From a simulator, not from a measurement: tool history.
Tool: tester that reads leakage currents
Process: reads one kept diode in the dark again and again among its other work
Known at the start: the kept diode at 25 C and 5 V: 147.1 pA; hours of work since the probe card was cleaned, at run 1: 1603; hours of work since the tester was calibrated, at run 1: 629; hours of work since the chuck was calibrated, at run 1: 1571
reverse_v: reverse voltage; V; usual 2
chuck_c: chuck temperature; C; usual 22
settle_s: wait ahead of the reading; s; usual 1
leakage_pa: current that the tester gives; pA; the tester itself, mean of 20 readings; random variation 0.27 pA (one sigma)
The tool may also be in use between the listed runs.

run	hour	reverse_v	chuck_c	settle_s	hours of work since the probe card was cleaned	hours of work since the tester was calibrated	hours of work since the chuck was calibrated	leakage_pa
1	0	2	22	1	1603	629	1571	97.61
2	25.5	2	22	1	1622	648	1590	97.85
3	45.9	2	22	1	1637	663	1605	97.85
4	69.2	2	22	1	1654	680	1623	98.59
5	86.8	2	22	3.62	1667	693	1636	98.1
6	108.9	2	22	3.62	1683	709	1652	98.06
7	133	2	22	3.62	1701	727	1670	98.18
8	158.8	2	22	1	1720	746	1689	98.64
9	190.2	2	22	1	1743	769	1712	99.12
10	211.4	2	22	1	1759	785	1727	98.47
11	240.4	2	27	1	1780	806	1749	142
12	260.1	2	27	1	1795	821	1763	143.54
13	276.8	2	27	1	1807	833	1776	143.12
14	304	14.61	22	1	1827	853	1796	198.89
# hour 322.2: chuck's temperature calibrated
15	329.1	14.61	22	1	1844	870	5	178.2
16	345.7	2	53	1	1856	882	17	755.36
17	369.3	2	53	1	1874	900	35	755.01
18	393.5	2	53	1	1892	918	53	756.44
19	410.9	2	22	1	1905	930	65	88.86
20	437	2	22	1	1924	950	85	88.53
21	455.1	2	22	1	1937	963	98	89.12
22	469.2	2	22	1	1948	973	108	88.65
23	500.8	6.49	22	5.23	1971	997	132	133.59
24	532.3	3.27	22	7.2	1994	1020	155	105.18
25	553.5	4.85	22	4.4	2010	1036	171	120.71
26	576.7	5.09	51	0.43	2027	1053	188	907.03
27	594.3	5.09	51	0.43	2040	1066	201	911.41
28	610.5	10.64	22	1	2052	1078	213	161.03
29	633.6	19.3	31	1.71	2069	1095	230	375.92
30	658.9	19.3	31	1.71	2088	1113	248	376.91
31	677.6	19.3	40	1.71	2101	1127	262	695.57
32	691.2	7.85	56	3.89	2111	1137	272	1438.63
33	708.2	7.85	56	3.89	2124	1150	285	1439.8
34	726.5	7.85	56	3.89	2137	1163	298	1437.28
35	758.1	2	55	1	2161	1187	322	869.14
36	780.4	2	55	1	2177	1203	338	865.92
37	797.2	6.48	51	0.49	2190	1215	350	989.91
38	825.8	6.51	51	0.49	2211	1237	372	1000.25
39	855	3.02	35	0.49	2232	1258	393	266.75
40	879.8	3.02	35	0.49	2251	1276	411	268.5

Run 41 comes next. What will it give?
41	895.5	2	27	0.37	2262	1288	423	?

{"run 41": {"leakage_pa": 131.88}}
Without the tool's hidden state the same run would have given leakage_pa 127.6 pA.
